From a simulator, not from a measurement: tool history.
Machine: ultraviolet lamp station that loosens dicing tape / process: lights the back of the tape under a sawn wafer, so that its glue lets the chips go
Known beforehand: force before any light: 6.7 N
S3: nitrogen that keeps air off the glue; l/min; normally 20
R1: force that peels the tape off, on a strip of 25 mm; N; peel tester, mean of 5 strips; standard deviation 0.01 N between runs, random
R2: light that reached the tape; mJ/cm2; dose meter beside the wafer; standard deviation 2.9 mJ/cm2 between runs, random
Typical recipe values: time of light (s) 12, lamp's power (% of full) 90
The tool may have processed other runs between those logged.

Run 1, hour 0: usual settings. Result: R1 0.597 N, R2 368 mJ/cm2.
Run 2, hour 6.5: usual settings but lamp's power (% of full) 72. Result: R1 0.919 N, R2 295 mJ/cm2.
Run 3, hour 15.1: usual settings but lamp's power (% of full) 72. Result: R1 0.945 N, R2 295 mJ/cm2.
Run 4, hour 22.9: usual settings but lamp's power (% of full) 72. Result: R1 0.886 N, R2 288 mJ/cm2.
Run 5, hour 27.3: usual settings but lamp's power (% of full) 72. Result: R1 0.958 N, R2 295 mJ/cm2.
Run 6, hour 31.4: usual settings. Result: R1 0.589 N, R2 366 mJ/cm2.
Run 7, hour 38.1: usual settings. Result: R1 0.616 N, R2 362 mJ/cm2.
Run 8, hour 44.3: usual settings but time of light (s) 8. Result: R1 1.281 N, R2 236 mJ/cm2.
Run 9, hour 50: usual settings but time of light (s) 8. Result: R1 1.325 N, R2 243 mJ/cm2.
Run 10, hour 54.2: usual settings but S3 17 l/min. Result: R1 0.668 N, R2 362 mJ/cm2.
Run 11, hour 63.1: usual settings. Result: R1 0.621 N, R2 356 mJ/cm2.
Run 12, hour 69.7: usual settings. Result: R1 0.603 N, R2 364 mJ/cm2.
Run 13, hour 77.3: usual settings. Result: R1 0.604 N, R2 367 mJ/cm2.
At hour 78.7: window cleaned of glue's vapour.
Run 14, hour 84.2: usual settings but time of light (s) 9, lamp's power (% of full) 87, S3 26 l/min. Result: R1 1.005 N, R2 253 mJ/cm2.
Run 15, hour 91.4: usual settings but time of light (s) 13, lamp's power (% of full) 87, S3 26 l/min. Result: R1 0.472 N, R2 363 mJ/cm2.
Run 16, hour 96.4: usual settings but time of light (s) 16, lamp's power (% of full) 61, S3 13 l/min. Result: R1 1.082 N, R2 318 mJ/cm2.
Run 17, hour 103.2: usual settings but lamp's power (% of full) 77, S3 10 l/min. Result: R1 1.407 N, R2 294 mJ/cm2.
Run 18, hour 109.3: usual settings but lamp's power (% of full) 77, S3 10 l/min. Result: R1 1.52 N, R2 298 mJ/cm2.
At hour 111.6: window cleaned of glue's vapour, once more.
Run 19, hour 117.6: usual settings but lamp's power (% of full) 77, S3 10 l/min. Result: R1 1.335 N, R2 321 mJ/cm2.
Run 20, hour 127.8: usual settings but time of light (s) 21, lamp's power (% of full) 99. Result: R1 0.126 N, R2 729 mJ/cm2.
Run 21, hour 133.1: usual settings but time of light (s) 9, lamp's power (% of full) 69, S3 21 l/min. Result: R1 1.484 N, R2 215 mJ/cm2.
Run 22, hour 138.3: usual settings but time of light (s) 9, lamp's power (% of full) 69, S3 21 l/min. Result: R1 1.471 N, R2 217 mJ/cm2.
Run 23, hour 147: usual settings but lamp's power (% of full) 75, S3 12 l/min. Result: R1 1.238 N, R2 313 mJ/cm2.
Run 24, hour 155.6: usual settings but time of light (s) 7, lamp's power (% of full) 64, S3 40 l/min. Result: R1 1.746 N, R2 156 mJ/cm2.
Run 25, hour 160.2: usual settings but time of light (s) 20, lamp's power (% of full) 64, S3 12 l/min. Result: R1 0.621 N, R2 440 mJ/cm2.
Run 26, hour 167.1: usual settings but time of light (s) 20, lamp's power (% of full) 64, S3 12 l/min. Result: R1 0.629 N, R2 442 mJ/cm2.

Predict each of these 4 candidate next runs independently; none follows another, all start after run 26:
Run A, hour 174.9: usual settings but time of light (s) 20, lamp's power (% of full) 73, S3 12 l/min. Result: R1 ?, R2 ?.
Run B, hour 174.9: usual settings but time of light (s) 8, S3 26 l/min. Result: R1 ?, R2 ?.
Run C, hour 174.9: usual settings but time of light (s) 7, lamp's power (% of full) 64, S3 8 l/min. Result: R1 ?, R2 ?.
Run D, hour 174.9: usual settings but time of light (s) 22, lamp's power (% of full) 96. Result: R1 ?, R2 ?.

run     R1   R2
  A  0.459  504
  B  1.003  245
  C  3.162  159
  D  0.127  730
Stripped of hidden state, with their random variation kept, the same runs would have yielded:
run     R1   R2
  A  0.355  561
  B  0.819  273
  C  2.915  177
  D   0.11  814
